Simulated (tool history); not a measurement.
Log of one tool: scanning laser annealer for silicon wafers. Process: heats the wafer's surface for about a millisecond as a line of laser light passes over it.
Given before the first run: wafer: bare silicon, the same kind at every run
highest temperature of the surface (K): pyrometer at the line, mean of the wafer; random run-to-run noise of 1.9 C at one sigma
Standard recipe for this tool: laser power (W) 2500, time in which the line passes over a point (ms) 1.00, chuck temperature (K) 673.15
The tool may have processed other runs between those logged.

run	hour	laser power (W)	time in which the line passes over a point (ms)	chuck temperature (K)	highest temperature of the surface (K)
1	0.0	2500	1.00	673.15	1513.15
2	59.2	2500	1.00	673.15	1512.15
3	135.4	2500	1.00	673.15	1512.15
4	205.4	2500	1.00	673.15	1508.15
5	271.5	2500	1.00	673.15	1509.15
6	357.2	2500	0.85	673.15	1451.15
7	435.8	2500	0.85	673.15	1455.15
8	493.1	2500	0.85	673.15	1450.15
9	538.0	2500	0.98	667.15	1497.15
10	585.0	2500	0.98	667.15	1499.15
11	636.2	2189	0.72	697.15	1309.15
12	726.6	2189	0.72	697.15	1307.15
13	792.5	2500	1.02	634.15	1481.15
14	886.0	2500	1.02	634.15	1477.15
15	934.9	2247	0.81	673.15	1337.15

The log once held 2 entries between its listed runs, left out of this copy. Where does each go, and what is different about the tool's unlogged condition between the listed run before it and the listed run after it?
Run 1 -> run 2: optics aligned, line set to its width (hour 37.1)
  width of the line over the set one, %: 0.04 -> 0
Run 9 -> run 10: window over the wafer cleaned (hour 585.0)
  light that passes the window, % of a clean one's: 99.97 -> 100
